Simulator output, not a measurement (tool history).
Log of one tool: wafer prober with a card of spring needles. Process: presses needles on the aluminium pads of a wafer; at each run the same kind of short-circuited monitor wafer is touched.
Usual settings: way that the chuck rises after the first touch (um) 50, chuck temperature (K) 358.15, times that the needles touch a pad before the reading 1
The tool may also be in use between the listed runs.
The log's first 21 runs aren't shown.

| run | day | way that the chuck rises after the first touch (um) | chuck temperature (K) | times that the needles touch a pad before the reading | resistance of one needle with its contact and lead (mohm) | way that a needle slides on the pad (um) |
|---|---|---|---|---|---|---|
|  | 30.142 | tips cleaned on abrasive film |
| 22 | 30.788 | 65 | 327.15 | 1 | 322 | 16.05 |
|  | 30.962 | tips cleaned on abrasive film |
|  | 31.771 | tips cleaned on abrasive film |
|  | 32.488 | tips cleaned on abrasive film |
| 23 | 32.488 | 63 | 322.15 | 1 | 276 | 15.47 |
|  | 33.233 | tips cleaned on abrasive film |
| 24 | 33.738 | 63 | 322.15 | 1 | 324 | 15.54 |
|  | 34.012 | tips cleaned on abrasive film |
|  | 34.796 | tips cleaned on abrasive film |
| 25 | 35.450 | 50 | 331.15 | 1 | 357 | 12.25 |
|  | 35.567 | tips cleaned on abrasive film |
|  | 36.279 | tips cleaned on abrasive film |
|  | 36.988 | tips cleaned on abrasive film |
| 26 | 37.238 | 50 | 331.15 | 1 | 319 | 12.23 |
|  | 37.688 | tips cleaned on abrasive film |
| 27 | 38.346 | 50 | 362.15 | 2 | 337 | 12.31 |
|  | 38.521 | tips cleaned on abrasive film |
|  | 39.283 | tips cleaned on abrasive film |
|  | 40.000 | tips cleaned on abrasive film |
| 28 | 40.029 | 31 | 314.15 | 1 | 323 | 7.40 |
|  | 40.754 | tips cleaned on abrasive film |
| 29 | 41.138 | 50 | 300.15 | 1 | 337 | 12.16 |
|  | 41.446 | tips cleaned on abrasive film |
|  | 42.188 | tips cleaned on abrasive film |
|  | 42.996 | tips cleaned on abrasive film |
| 30 | 43.158 | 50 | 300.15 | 1 | 309 | 12.18 |

4 ways to go on from here, each from the tool as it stands after run 30. What would each give?
|  | 43.650 | height of the first contact set anew |
|  | 43.775 | tips cleaned on abrasive film |
| A | 44.429 | 50 | 299.15 | 1 | ? | ? |
|  | 43.650 | height of the first contact set anew |
|  | 43.775 | tips cleaned on abrasive film |
| B | 44.429 | 50 | 306.15 | 1 | ? | ? |
|  | 43.650 | height of the first contact set anew |
|  | 43.775 | tips cleaned on abrasive film |
| C | 44.429 | 50 | 353.15 | 2 | ? | ? |
|  | 43.650 | height of the first contact set anew |
|  | 43.775 | tips cleaned on abrasive film |
| D | 44.429 | 66 | 324.15 | 1 | ? | ? |

| run | resistance of one needle with its contact and lead (mohm) | way that a needle slides on the pad (um) |
|---|---|---|
| A | 358 | 12.45 |
| B | 356 | 12.42 |
| C | 337 | 12.35 |
| D | 324 | 16.35 |
Without the tool's hidden state the same runs would have given:
| run | resistance of one needle with its contact and lead (mohm) | way that a needle slides on the pad (um) |
|---|---|---|
| A | 269 | 12.46 |
| B | 269 | 12.43 |
| C | 287 | 12.36 |
| D | 269 | 16.36 |

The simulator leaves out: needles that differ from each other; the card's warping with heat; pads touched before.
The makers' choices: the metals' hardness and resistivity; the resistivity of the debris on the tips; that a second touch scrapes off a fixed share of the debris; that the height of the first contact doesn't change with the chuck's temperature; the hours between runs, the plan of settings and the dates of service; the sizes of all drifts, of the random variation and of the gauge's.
